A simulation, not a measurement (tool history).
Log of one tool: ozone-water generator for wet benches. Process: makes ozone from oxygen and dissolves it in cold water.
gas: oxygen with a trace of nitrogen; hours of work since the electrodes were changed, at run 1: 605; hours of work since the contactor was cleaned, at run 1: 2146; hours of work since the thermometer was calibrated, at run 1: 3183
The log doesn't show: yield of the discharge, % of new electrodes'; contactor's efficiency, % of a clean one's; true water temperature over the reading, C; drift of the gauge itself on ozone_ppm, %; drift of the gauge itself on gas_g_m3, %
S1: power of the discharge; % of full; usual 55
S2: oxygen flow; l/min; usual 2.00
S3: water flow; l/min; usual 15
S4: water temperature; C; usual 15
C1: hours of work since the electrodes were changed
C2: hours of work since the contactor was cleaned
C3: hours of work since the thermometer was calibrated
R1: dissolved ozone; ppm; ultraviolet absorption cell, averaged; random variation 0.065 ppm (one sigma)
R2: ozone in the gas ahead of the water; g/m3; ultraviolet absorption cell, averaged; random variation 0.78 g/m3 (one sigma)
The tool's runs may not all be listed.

| run | hour | S1 | S2 | S3 | S4 | C1 | C2 | C3 | R1 | R2 |
|---|---|---|---|---|---|---|---|---|---|---|
| 1 | 0.0 | 55 | 2.00 | 15 | 15 | 605 | 2146 | 3183 | 7.83 | 118.1 |
| 2 | 52.4 | 55 | 2.00 | 15 | 15 | 637 | 2178 | 3215 | 7.63 | 119.5 |
| 3 | 88.8 | 55 | 2.00 | 15 | 15 | 659 | 2200 | 3237 | 7.87 | 118.6 |
| 4 | 167.2 | 55 | 2.00 | 15 | 15 | 707 | 2248 | 3285 | 7.88 | 119.6 |
| 5 | 238.3 | 55 | 2.00 | 15 | 15 | 750 | 2291 | 3329 | 7.83 | 120.2 |
| 6 | 322.0 | 55 | 2.00 | 15 | 15 | 801 | 2342 | 3380 | 7.70 | 119.8 |
| 7 | 395.8 | 55 | 2.00 | 15 | 15 | 846 | 2387 | 3425 | 7.73 | 119.7 |
| 8 | 475.5 | 55 | 2.00 | 15 | 15 | 895 | 2436 | 3473 | 7.74 | 116.7 |
| 9 | 562.2 | 55 | 2.00 | 15 | 15 | 948 | 2489 | 3526 | 7.61 | 118.9 |
| 10 | 639.5 | 55 | 2.00 | 15 | 15 | 995 | 2536 | 3573 | 7.72 | 118.3 |
| 11 | 683.5 | 55 | 2.00 | 15 | 15 | 1022 | 2563 | 3600 | 7.75 | 118.6 |
| 12 | 746.4 | 55 | 2.00 | 20 | 17 | 1060 | 2601 | 3639 | 5.73 | 117.8 |
| 13 | 811.6 | 55 | 2.00 | 20 | 17 | 1100 | 2641 | 3678 | 5.57 | 119.2 |
| 14 | 870.8 | 76 | 1.01 | 20 | 15 | 1136 | 2677 | 3714 | 5.85 | 215.0 |
| 15 | 926.3 | 48 | 2.58 | 15 | 14 | 1170 | 2711 | 3748 | 7.44 | 95.6 |
| 16 | 999.6 | 86 | 2.00 | 9 | 15 | 1215 | 2756 | 3793 | 17.09 | 165.4 |
| 17 | 1052.4 | 86 | 2.00 | 9 | 15 | 1247 | 2788 | 3825 | 17.24 | 165.4 |
| 18 | 1099.9 | 40 | 2.00 | 18 | 15 | 1276 | 2817 | 3854 | 5.04 | 92.0 |
| 19 | 1173.7 | 40 | 2.00 | 18 | 15 | 1321 | 2862 | 3899 | 4.99 | 91.9 |
| 20 | 1216.7 | 64 | 2.00 | 15 | 15 | 1347 | 2888 | 3925 | 8.52 | 133.5 |
| 21 | 1303.4 | 55 | 3.28 | 16 | 15 | 1400 | 2941 | 3978 | 7.80 | 93.0 |

5 ways to go on from here, each from the tool as it stands after run 21. What would each give?
| A | 1344.8 | 55 | 3.28 | 13 | 17 | 1425 | 2966 | 4004 | ? | ? |
| B | 1344.8 | 55 | 1.87 | 16 | 15 | 1425 | 2966 | 4004 | ? | ? |
| C | 1344.8 | 55 | 3.28 | 16 | 22 | 1425 | 2966 | 4004 | ? | ? |
| D | 1344.8 | 55 | 2.00 | 9 | 20 | 1425 | 2966 | 4004 | ? | ? |
| E | 1344.8 | 55 | 2.00 | 10 | 15 | 1425 | 2966 | 4004 | ? | ? |

| run | R1 | R2 |
|---|---|---|
| A | 9.03 | 91.0 |
| B | 7.10 | 123.6 |
| C | 7.16 | 91.6 |
| D | 11.34 | 117.2 |
| E | 11.16 | 118.1 |
Without the tool's hidden state the same runs would have given:
| run | R1 | R2 |
|---|---|---|
| A | 9.45 | 92.7 |
| B | 7.43 | 125.8 |
| C | 7.50 | 93.3 |
| D | 11.82 | 119.3 |
| E | 11.64 | 120.3 |
